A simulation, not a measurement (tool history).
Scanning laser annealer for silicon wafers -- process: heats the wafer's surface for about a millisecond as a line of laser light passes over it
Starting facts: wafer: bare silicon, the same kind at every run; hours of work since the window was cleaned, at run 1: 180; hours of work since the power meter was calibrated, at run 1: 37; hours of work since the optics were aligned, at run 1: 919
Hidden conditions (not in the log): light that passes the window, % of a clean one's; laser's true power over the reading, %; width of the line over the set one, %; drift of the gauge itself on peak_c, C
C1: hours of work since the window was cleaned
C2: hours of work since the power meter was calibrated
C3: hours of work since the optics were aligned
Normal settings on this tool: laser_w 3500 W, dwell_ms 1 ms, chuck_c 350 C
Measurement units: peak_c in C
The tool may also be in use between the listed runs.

Run 1, hour 0: usual settings; C1 180; C2 37; C3 919. Result: peak_c 1100 C.
Run 2, hour 5.8: usual settings; C1 182; C2 39; C3 922. Result: peak_c 1098 C.
Run 3, hour 17: usual settings; C1 188; C2 45; C3 927. Result: peak_c 1100 C.
Run 4, hour 26.2: usual settings; C1 192; C2 49; C3 932. Result: peak_c 1101 C.
Run 5, hour 31.6: usual settings; C1 195; C2 52; C3 934. Result: peak_c 1103 C.
Run 6, hour 43: usual settings but dwell_ms 0.72 ms, chuck_c 371 C; C1 200; C2 57; C3 939. Result: peak_c 1015 C.
Run 7, hour 48.7: usual settings but laser_w 3631 W, dwell_ms 0.93 ms, chuck_c 329 C; C1 203; C2 60; C3 942. Result: peak_c 1088 C.
Run 8, hour 59.6: usual settings but laser_w 3709 W; C1 208; C2 65; C3 947. Result: peak_c 1159 C.
Run 9, hour 68.4: usual settings but laser_w 3105 W, dwell_ms 1.03 ms, chuck_c 366 C; C1 212; C2 69; C3 952. Result: peak_c 1020 C.
Run 10, hour 76.6: usual settings but laser_w 3646 W, dwell_ms 0.73 ms, chuck_c 360 C; C1 216; C2 73; C3 955. Result: peak_c 1041 C.

3 options for the next run, each taken on its own from the tool as it stands now. Forecast them:
Run A, hour 85.4: usual settings but laser_w 3393 W, dwell_ms 1.08 ms; C1 220; C2 77; C3 960. Result: peak_c ?.
Run B, hour 85.4: usual settings but laser_w 3646 W, dwell_ms 0.85 ms, chuck_c 360 C; C1 220; C2 77; C3 960. Result: peak_c ?.
Run C, hour 85.4: usual settings but laser_w 2977 W, dwell_ms 1.04 ms, chuck_c 348 C; C1 220; C2 77; C3 960. Result: peak_c ?.

run  peak_c
  A    1096
  B    1095
  C     970
What these runs would have given with no unlogged condition in the tool:
run  peak_c
  A    1096
  B    1096
  C     971
